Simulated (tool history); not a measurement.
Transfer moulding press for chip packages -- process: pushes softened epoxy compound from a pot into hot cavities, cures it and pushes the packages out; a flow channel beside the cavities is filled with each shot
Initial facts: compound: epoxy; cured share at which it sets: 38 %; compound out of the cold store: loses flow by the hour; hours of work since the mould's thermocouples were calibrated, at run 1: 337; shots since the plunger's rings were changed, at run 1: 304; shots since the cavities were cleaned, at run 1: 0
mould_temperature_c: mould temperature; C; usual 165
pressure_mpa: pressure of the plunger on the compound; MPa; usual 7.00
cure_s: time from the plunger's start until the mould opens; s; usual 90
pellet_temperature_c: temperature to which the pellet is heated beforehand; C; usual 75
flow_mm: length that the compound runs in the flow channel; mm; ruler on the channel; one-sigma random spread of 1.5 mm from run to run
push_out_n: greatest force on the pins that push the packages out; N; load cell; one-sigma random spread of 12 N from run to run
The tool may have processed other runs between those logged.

| run | hour | mould_temperature_c | pressure_mpa | cure_s | pellet_temperature_c | hours of work since the mould's thermocouples were calibrated | shots since the plunger's rings were changed | shots since the cavities were cleaned | incoming compound's hours out of the cold store | flow_mm | push_out_n |
|---|---|---|---|---|---|---|---|---|---|---|---|
| 1 | 0.0 | 165 | 7.00 | 90 | 75 | 337 | 304 | 0 | 35.3 | 658 | 557 |
| 2 | 25.7 | 165 | 7.00 | 105 | 75 | 348 | 508 | 204 | 22.4 | 688 | 499 |
| 3 | 46.1 | 165 | 7.00 | 90 | 75 | 356 | 669 | 365 | 12.4 | 717 | 708 |
| 4 | 69.2 | 165 | 7.00 | 90 | 75 | 365 | 852 | 548 | 45.4 | 633 | 732 |
| 5 | 89.6 | 165 | 7.00 | 90 | 75 | 374 | 1013 | 709 | 28.1 | 673 | 755 |
| 6 | 107.7 | 165 | 7.00 | 90 | 75 | 381 | 1157 | 853 | 44.1 | 631 | 751 |
|  | 116.3 | cavities cleaned with cleaning compound and waxed |
| 7 | 121.2 | 165 | 7.00 | 90 | 65 | 386 | 1251 | 38 | 15.6 | 701 | 625 |
| 8 | 137.5 | 165 | 7.00 | 90 | 75 | 393 | 1380 | 167 | 9.3 | 718 | 664 |
| 9 | 163.0 | 165 | 7.00 | 90 | 75 | 403 | 1582 | 369 | 16.7 | 697 | 700 |
| 10 | 186.4 | 165 | 7.00 | 90 | 75 | 413 | 1768 | 555 | 41.1 | 636 | 728 |
| 11 | 200.7 | 165 | 7.00 | 90 | 75 | 418 | 1881 | 668 | 44.5 | 624 | 735 |
| 12 | 212.7 | 165 | 7.00 | 90 | 75 | 423 | 1976 | 763 | 10.9 | 708 | 817 |
| 13 | 226.4 | 165 | 6.22 | 90 | 75 | 429 | 2084 | 871 | 40.3 | 597 | 778 |
|  | 232.3 | cavities cleaned with cleaning compound and waxed |
| 14 | 239.0 | 165 | 7.00 | 90 | 75 | 433 | 2172 | 53 | 8.9 | 710 | 638 |
| 15 | 264.6 | 165 | 7.00 | 90 | 75 | 444 | 2374 | 255 | 12.4 | 702 | 722 |
|  | 285.0 | plunger's sealing rings changed |
| 16 | 289.6 | 165 | 5.51 | 98 | 75 | 453 | 37 | 434 | 33.6 | 591 | 597 |
| 17 | 310.0 | 171 | 6.88 | 74 | 84 | 461 | 198 | 595 | 11.5 | 705 | 793 |
| 18 | 321.3 | 165 | 7.19 | 90 | 78 | 466 | 287 | 684 | 37.1 | 662 | 749 |
| 19 | 335.5 | 165 | 5.86 | 90 | 75 | 472 | 400 | 797 | 17.8 | 643 | 821 |
|  | 350.9 | cavities cleaned with cleaning compound and waxed |
| 20 | 360.3 | 167 | 5.86 | 90 | 81 | 481 | 584 | 74 | 9.6 | 657 | 551 |
| 21 | 380.4 | 173 | 6.97 | 108 | 66 | 489 | 743 | 233 | 29.4 | 656 | 428 |
|  | 387.4 | mould's thermocouples calibrated |
| 22 | 404.5 | 173 | 6.97 | 108 | 66 | 7 | 918 | 408 | 31.1 | 649 | 479 |
| 23 | 426.2 | 165 | 5.54 | 90 | 66 | 16 | 1090 | 580 | 22.6 | 610 | 750 |
| 24 | 447.5 | 165 | 5.54 | 90 | 66 | 24 | 1258 | 748 | 11.3 | 635 | 784 |
|  | 470.7 | cavities cleaned with cleaning compound and waxed |
| 25 | 471.3 | 166 | 8.76 | 90 | 75 | 34 | 1435 | 5 | 27.0 | 747 | 528 |
| 26 | 483.1 | 168 | 8.76 | 89 | 75 | 38 | 1528 | 98 | 15.1 | 776 | 526 |
| 27 | 494.8 | 165 | 6.25 | 90 | 76 | 43 | 1621 | 191 | 26.0 | 632 | 657 |
| 28 | 512.3 | 157 | 7.00 | 82 | 72 | 50 | 1759 | 329 | 26.3 | 684 | 1490 |
| 29 | 531.5 | 173 | 8.53 | 90 | 84 | 58 | 1911 | 481 | 35.0 | 696 | 492 |

Alternative continuations, all from the tool just after run 29; predict every row:
| A | 545.4 | 159 | 7.87 | 100 | 84 | 64 | 2022 | 592 | 24.3 | ? | ? |
| B | 545.4 | 165 | 5.25 | 90 | 75 | 64 | 2022 | 592 | 33.6 | ? | ? |
| C | 545.4 | 159 | 8.61 | 88 | 75 | 64 | 2022 | 592 | 23.0 | ? | ? |

| run | flow_mm | push_out_n |
|---|---|---|
| A | 725 | 847 |
| B | 560 | 708 |
| C | 760 | 1188 |
Stripped of hidden state, with their random variation kept, the same runs would have yielded:
| run | flow_mm | push_out_n |
|---|---|---|
| A | 743 | 641 |
| B | 573 | 537 |
| C | 779 | 899 |
